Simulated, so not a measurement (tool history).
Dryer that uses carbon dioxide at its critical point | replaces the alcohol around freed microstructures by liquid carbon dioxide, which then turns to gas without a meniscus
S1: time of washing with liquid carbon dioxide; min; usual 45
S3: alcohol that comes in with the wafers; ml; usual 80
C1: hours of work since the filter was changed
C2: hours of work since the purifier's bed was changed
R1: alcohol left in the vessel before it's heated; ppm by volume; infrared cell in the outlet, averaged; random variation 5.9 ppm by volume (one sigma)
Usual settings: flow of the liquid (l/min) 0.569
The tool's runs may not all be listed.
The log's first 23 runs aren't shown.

{"run": 24, "hour": 1091.9, "S1": 61, "flow of the liquid (l/min)": 0.472, "S3": 114, "C1": 267, "C2": 468, "R1": 444}
{"run": 25, "hour": 1157.7, "S1": 45, "flow of the liquid (l/min)": 0.733, "S3": 34, "C1": 309, "C2": 510, "R1": 241}
{"run": 26, "hour": 1210.6, "S1": 47, "flow of the liquid (l/min)": 0.556, "S3": 53, "C1": 342, "C2": 544, "R1": 431}
{"run": 27, "hour": 1267.0, "S1": 71, "flow of the liquid (l/min)": 0.398, "S3": 80, "C1": 378, "C2": 580, "R1": 469}
{"hour": 1291.9, "done": "inlet filter changed"}
{"run": 28, "hour": 1318.8, "S1": 27, "flow of the liquid (l/min)": 0.652, "S3": 80, "C1": 17, "C2": 612, "R1": 1094}
{"run": 29, "hour": 1354.3, "S1": 45, "flow of the liquid (l/min)": 0.764, "S3": 80, "C1": 40, "C2": 635, "R1": 263}
{"run": 30, "hour": 1397.2, "S1": 51, "flow of the liquid (l/min)": 0.374, "S3": 46, "C1": 67, "C2": 662, "R1": 646}
{"run": 31, "hour": 1439.8, "S1": 51, "flow of the liquid (l/min)": 0.374, "S3": 46, "C1": 94, "C2": 689, "R1": 673}
{"run": 32, "hour": 1495.8, "S1": 28, "flow of the liquid (l/min)": 0.487, "S3": 80, "C1": 130, "C2": 725, "R1": 2257}
{"hour": 1504.9, "done": "purifier's bed changed"}
{"run": 33, "hour": 1539.0, "S1": 28, "flow of the liquid (l/min)": 0.487, "S3": 80, "C1": 156, "C2": 22, "R1": 2035}
{"run": 34, "hour": 1594.6, "S1": 45, "flow of the liquid (l/min)": 0.363, "S3": 80, "C1": 191, "C2": 57, "R1": 1333}
{"run": 35, "hour": 1632.4, "S1": 45, "flow of the liquid (l/min)": 0.363, "S3": 80, "C1": 215, "C2": 81, "R1": 1363}
{"run": 36, "hour": 1663.8, "S1": 45, "flow of the liquid (l/min)": 0.363, "S3": 80, "C1": 235, "C2": 101, "R1": 1428}
{"run": 37, "hour": 1715.7, "S1": 45, "flow of the liquid (l/min)": 0.689, "S3": 52, "C1": 268, "C2": 134, "R1": 141}

5 ways to go on from here, each from the tool as it stands after run 37. What would each give?
{"run": "A", "hour": 1770.8, "S1": 30, "flow of the liquid (l/min)": 0.566, "S3": 44, "C1": 303, "C2": 170, "R1": "?"}
{"run": "B", "hour": 1770.8, "S1": 51, "flow of the liquid (l/min)": 0.689, "S3": 23, "C1": 303, "C2": 170, "R1": "?"}
{"run": "C", "hour": 1770.8, "S1": 45, "flow of the liquid (l/min)": 0.616, "S3": 80, "C1": 303, "C2": 170, "R1": "?"}
{"run": "D", "hour": 1770.8, "S1": 42, "flow of the liquid (l/min)": 0.854, "S3": 29, "C1": 303, "C2": 170, "R1": "?"}
{"run": "E", "hour": 1770.8, "S1": 45, "flow of the liquid (l/min)": 0.689, "S3": 25, "C1": 303, "C2": 170, "R1": "?"}

run=A R1=816
run=B R1=79
run=C R1=334
run=D R1=91
run=E R1=107
Without the tool's hidden state the same runs would have given:
run=A R1=524
run=B R1=11
run=C R1=156
run=D R1=19
run=E R1=29
